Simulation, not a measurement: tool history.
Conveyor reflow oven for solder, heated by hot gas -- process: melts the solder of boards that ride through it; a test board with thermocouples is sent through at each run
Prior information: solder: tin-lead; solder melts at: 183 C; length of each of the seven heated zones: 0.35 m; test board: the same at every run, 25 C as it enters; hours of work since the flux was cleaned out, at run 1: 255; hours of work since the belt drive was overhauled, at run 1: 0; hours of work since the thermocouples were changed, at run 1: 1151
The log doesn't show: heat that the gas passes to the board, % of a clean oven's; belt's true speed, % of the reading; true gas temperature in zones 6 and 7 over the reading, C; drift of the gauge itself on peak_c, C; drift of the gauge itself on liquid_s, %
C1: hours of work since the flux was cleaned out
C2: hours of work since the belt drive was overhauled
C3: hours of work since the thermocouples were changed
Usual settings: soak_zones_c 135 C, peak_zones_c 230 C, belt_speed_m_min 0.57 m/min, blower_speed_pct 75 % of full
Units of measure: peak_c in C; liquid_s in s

Run 1, hour 0: usual settings; C1 255; C2 0; C3 1151. Result: peak_c 214.2 C, liquid_s 52.4 s.
At hour 40.9: flux residue cleaned out of gas plates and filters.
Run 2, hour 52.6: usual settings; C1 7; C2 30; C3 1182. Result: peak_c 214.2 C, liquid_s 52.7 s.
Run 3, hour 94.7: usual settings but peak_zones_c 227 C; C1 34; C2 57; C3 1209. Result: peak_c 211.6 C, liquid_s 50.1 s.
Run 4, hour 128.9: usual settings but peak_zones_c 227 C; C1 56; C2 79; C3 1230. Result: peak_c 211.5 C, liquid_s 49.7 s.
Run 5, hour 171.9: usual settings but peak_zones_c 227 C; C1 83; C2 106; C3 1258. Result: peak_c 212.1 C, liquid_s 50 s.
Run 6, hour 195.4: usual settings but peak_zones_c 227 C; C1 98; C2 121; C3 1273. Result: peak_c 211.3 C, liquid_s 49.9 s.
Run 7, hour 238.4: usual settings but peak_zones_c 227 C; C1 126; C2 149; C3 1300. Result: peak_c 212 C, liquid_s 49.6 s.
Run 8, hour 268.5: usual settings; C1 145; C2 168; C3 1319. Result: peak_c 214.6 C, liquid_s 52.2 s.
Run 9, hour 306.2: usual settings; C1 169; C2 192; C3 1343. Result: peak_c 214.4 C, liquid_s 52.3 s.
Run 10, hour 359.5: usual settings; C1 203; C2 226; C3 1377. Result: peak_c 214.7 C, liquid_s 52.6 s.
Run 11, hour 394.4: usual settings; C1 225; C2 248; C3 1400. Result: peak_c 214 C, liquid_s 52.5 s.
Run 12, hour 419.5: usual settings but peak_zones_c 228 C; C1 241; C2 264; C3 1416. Result: peak_c 213 C, liquid_s 51.1 s.
Run 13, hour 442.5: usual settings but peak_zones_c 228 C, belt_speed_m_min 0.525 m/min; C1 256; C2 279; C3 1430. Result: peak_c 215.2 C, liquid_s 57.3 s.
At hour 476.7: flux residue cleaned out of gas plates and filters.
At hour 483.6: thermocouples of zones 6 and 7 changed.
Run 14, hour 493.1: usual settings but peak_zones_c 228 C, belt_speed_m_min 0.525 m/min; C1 9; C2 307; C3 6. Result: peak_c 215.3 C, liquid_s 58.6 s.
Run 15, hour 520.5: usual settings; C1 27; C2 324; C3 24. Result: peak_c 214.9 C, liquid_s 52.4 s.
Run 16, hour 549.6: usual settings but soak_zones_c 132 C, peak_zones_c 244 C, belt_speed_m_min 0.6 m/min; C1 45; C2 343; C3 42. Result: peak_c 225 C, liquid_s 54.9 s.
Run 17, hour 601.7: usual settings but soak_zones_c 132 C, peak_zones_c 244 C, belt_speed_m_min 0.6 m/min; C1 78; C2 376; C3 75. Result: peak_c 224.2 C, liquid_s 55.1 s.
Run 18, hour 626: usual settings but soak_zones_c 140 C, peak_zones_c 224 C, belt_speed_m_min 0.609 m/min, blower_speed_pct 88 % of full; C1 94; C2 391; C3 91. Result: peak_c 209.8 C, liquid_s 47.2 s.
Run 19, hour 679.1: usual settings but soak_zones_c 140 C, belt_speed_m_min 0.658 m/min; C1 128; C2 425; C3 125. Result: peak_c 210.8 C, liquid_s 43.3 s.
Run 20, hour 724.8: usual settings but belt_speed_m_min 0.515 m/min, blower_speed_pct 83 % of full; C1 157; C2 454; C3 154. Result: peak_c 219.2 C, liquid_s 62.5 s.
Run 21, hour 748.3: usual settings but belt_speed_m_min 0.515 m/min, blower_speed_pct 83 % of full; C1 172; C2 469; C3 169. Result: peak_c 218.2 C, liquid_s 61.6 s.
Run 22, hour 772.9: usual settings but soak_zones_c 141 C, peak_zones_c 244 C, belt_speed_m_min 0.595 m/min, blower_speed_pct 69 % of full; C1 187; C2 485; C3 184. Result: peak_c 225.4 C, liquid_s 59.1 s.
Run 23, hour 820.6: usual settings but soak_zones_c 127 C, blower_speed_pct 61 % of full; C1 218; C2 515; C3 215. Result: peak_c 211 C, liquid_s 45.8 s.
Run 24, hour 857.4: usual settings but soak_zones_c 129 C, peak_zones_c 234 C, blower_speed_pct 74 % of full; C1 241; C2 539; C3 238. Result: peak_c 216.8 C, liquid_s 52.6 s.
At hour 916.1: flux residue cleaned out of gas plates and filters.
Run 25, hour 919.4: usual settings but soak_zones_c 132 C, peak_zones_c 232 C, belt_speed_m_min 0.472 m/min, blower_speed_pct 81 % of full; C1 2; C2 575; C3 275. Result: peak_c 221.7 C, liquid_s 69.8 s.
Run 26, hour 951.9: usual settings but soak_zones_c 132 C, peak_zones_c 232 C, belt_speed_m_min 0.472 m/min, blower_speed_pct 81 % of full; C1 23; C2 596; C3 295. Result: peak_c 221.5 C, liquid_s 70.3 s.
Run 27, hour 995.9: usual settings but soak_zones_c 132 C, peak_zones_c 232 C, belt_speed_m_min 0.472 m/min, blower_speed_pct 83 % of full; C1 51; C2 624; C3 323. Result: peak_c 222.4 C, liquid_s 70.5 s.

Each row is a separate what-if for the run after 27, all from the same tool condition, not one after another. Results?
Run A, hour 1050: usual settings but belt_speed_m_min 0.58 m/min, blower_speed_pct 72 % of full; C1 85; C2 658; C3 358. Result: peak_c ?, liquid_s ?.
Run B, hour 1050: usual settings but soak_zones_c 137 C, belt_speed_m_min 0.529 m/min; C1 85; C2 658; C3 358. Result: peak_c ?, liquid_s ?.
Run C, hour 1050: usual settings but soak_zones_c 141 C, peak_zones_c 232 C, belt_speed_m_min 0.554 m/min, blower_speed_pct 77 % of full; C1 85; C2 658; C3 358. Result: peak_c ?, liquid_s ?.

run  peak_c  liquid_s
  A   214.4      50.6
  B     217      60.1
  C   218.3      58.9
The same runs, with their run-to-run variation unchanged, on a tool lacking any hidden condition would have given:
run  peak_c  liquid_s
  A   214.5      50.6
  B   217.1      60.1
  C   218.3      58.9

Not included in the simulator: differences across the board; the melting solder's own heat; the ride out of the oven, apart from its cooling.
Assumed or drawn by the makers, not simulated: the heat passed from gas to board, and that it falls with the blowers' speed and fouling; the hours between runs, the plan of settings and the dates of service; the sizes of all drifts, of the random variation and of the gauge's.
